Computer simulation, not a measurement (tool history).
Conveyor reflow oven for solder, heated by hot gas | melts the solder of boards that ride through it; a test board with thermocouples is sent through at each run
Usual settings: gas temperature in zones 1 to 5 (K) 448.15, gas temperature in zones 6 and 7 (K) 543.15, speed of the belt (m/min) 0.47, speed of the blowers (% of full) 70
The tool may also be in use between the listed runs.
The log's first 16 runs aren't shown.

| run | hour | gas temperature in zones 1 to 5 (K) | gas temperature in zones 6 and 7 (K) | speed of the belt (m/min) | speed of the blowers (% of full) | hours of work since the flux was cleaned out | hours of work since the belt drive was overhauled | hours of work since the thermocouples were changed | highest temperature of the board (K) | time above the solder's melting point (s) |
|---|---|---|---|---|---|---|---|---|---|---|
|  | 744.7 | flux residue cleaned out of gas plates and filters |
| 17 | 764.8 | 454.15 | 543.15 | 0.547 | 51 | 13 | 1048 | 653 | 522.35 | 57.2 |
| 18 | 797.4 | 454.15 | 543.15 | 0.547 | 51 | 34 | 1068 | 674 | 522.15 | 57.1 |
| 19 | 843.2 | 443.15 | 546.15 | 0.47 | 70 | 63 | 1098 | 703 | 534.45 | 74.8 |
| 20 | 872.9 | 443.15 | 546.15 | 0.47 | 70 | 82 | 1117 | 722 | 534.45 | 74.7 |
| 21 | 934.2 | 463.15 | 546.15 | 0.47 | 70 | 121 | 1156 | 761 | 537.35 | 84.8 |
| 22 | 964.7 | 463.15 | 546.15 | 0.47 | 70 | 140 | 1175 | 781 | 537.45 | 85.1 |
| 23 | 1015.3 | 450.15 | 548.15 | 0.47 | 72 | 173 | 1207 | 813 | 537.65 | 79.4 |
| 24 | 1069.3 | 448.15 | 543.15 | 0.404 | 73 | 207 | 1242 | 848 | 536.85 | 92.1 |
| 25 | 1130 | 462.15 | 535.15 | 0.528 | 90 | 246 | 1281 | 886 | 527.85 | 70.6 |
|  | 1168.1 | thermocouples of zones 6 and 7 changed |
| 26 | 1186.1 | 462.15 | 535.15 | 0.528 | 90 | 280 | 1315 | 12 | 525.25 | 68.5 |
| 27 | 1248.4 | 451.15 | 555.15 | 0.402 | 84 | 320 | 1355 | 51 | 547.35 | 100.4 |
| 28 | 1280.3 | 451.15 | 543.15 | 0.402 | 84 | 340 | 1375 | 72 | 536.05 | 94.1 |
| 29 | 1321.1 | 451.15 | 543.15 | 0.402 | 84 | 366 | 1401 | 98 | 536.05 | 93.8 |
| 30 | 1357.6 | 448.15 | 543.15 | 0.47 | 50 | 390 | 1424 | 121 | 523.35 | 66.3 |

4 ways to go on from here, each from the tool as it stands after run 30. What would each give?
| A | 1399.1 | 448.15 | 536.15 | 0.49 | 74 | 416 | 1451 | 147 | ? | ? |
| B | 1399.1 | 446.15 | 543.15 | 0.47 | 50 | 416 | 1451 | 147 | ? | ? |
| C | 1399.1 | 448.15 | 554.15 | 0.468 | 81 | 416 | 1451 | 147 | ? | ? |
| D | 1399.1 | 448.15 | 547.15 | 0.47 | 70 | 416 | 1451 | 147 | ? | ? |

| run | highest temperature of the board (K) | time above the solder's melting point (s) |
|---|---|---|
| A | 522.85 | 65.1 |
| B | 523.05 | 65.1 |
| C | 541.65 | 81.8 |
| D | 532.65 | 75.8 |
Without the tool's hidden state the same runs would have given:
| run | highest temperature of the board (K) | time above the solder's melting point (s) |
|---|---|---|
| A | 523.95 | 64.3 |
| B | 523.55 | 63.5 |
| C | 542.95 | 79.7 |
| D | 533.75 | 74.1 |
